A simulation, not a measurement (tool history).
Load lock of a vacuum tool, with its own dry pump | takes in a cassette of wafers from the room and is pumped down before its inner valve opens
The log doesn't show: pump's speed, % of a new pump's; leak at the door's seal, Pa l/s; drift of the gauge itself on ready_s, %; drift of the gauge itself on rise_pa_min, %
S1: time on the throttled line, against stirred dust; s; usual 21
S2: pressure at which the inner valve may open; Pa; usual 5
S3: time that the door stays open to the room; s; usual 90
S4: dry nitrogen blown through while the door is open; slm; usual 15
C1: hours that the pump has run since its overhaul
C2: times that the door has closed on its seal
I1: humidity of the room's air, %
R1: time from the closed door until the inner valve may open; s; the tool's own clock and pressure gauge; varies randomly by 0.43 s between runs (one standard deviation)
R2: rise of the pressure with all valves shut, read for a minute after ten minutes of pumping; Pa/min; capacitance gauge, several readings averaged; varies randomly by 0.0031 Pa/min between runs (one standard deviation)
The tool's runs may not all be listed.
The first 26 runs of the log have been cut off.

run,hour,S1,S2,S3,S4,C1,C2,I1,R1,R2
27,4242.4,11,9,197,11,12653,20056,47.4,44.3,0.172
28,4459.3,11,9,197,11,12870,21138,45.4,45,0.166
29,4661.8,42,7,44,11,13072,22150,43.2,67.7,0.101
30,4825.6,14,5,90,15,13236,22968,47.7,49,0.129
31,5021.5,14,8,149,15,13432,23946,42.9,47.5,0.145
32,5155,21,7,90,12,13566,24613,46.8,52.2,0.133
33,5307.1,29,5,90,20,13718,25372,43,60.1,0.127
34,5467.8,21,5,40,6,13878,26175,48.8,55.1,0.118
35,5677.7,21,5,90,8,14088,27223,41.2,54.6,0.149
36,5867.5,21,5,90,24,14278,28171,41.8,54.2,0.136
37,5967,21,5,90,27,14378,28668,39.7,54.8,0.131

Predict each of these 4 candidate next runs independently; none follows another, all start after run 37:
A,6073.1,21,9,90,5,14484,29197,40.4,?,?
B,6073.1,21,5,30,17,14484,29197,45.1,?,?
C,6073.1,21,5,90,12,14484,29197,42.5,?,?
D,6073.1,13,5,90,8,14484,29197,43.6,?,?

run,R1,R2
A,52.2,0.165
B,54.3,0.114
C,54,0.152
D,48.9,0.157
The same runs, with their run-to-run variation unchanged, on a tool lacking any hidden condition would have given:
run,R1,R2
A,49.1,0.081
B,50.9,0.028
C,50.6,0.068
D,45.3,0.072
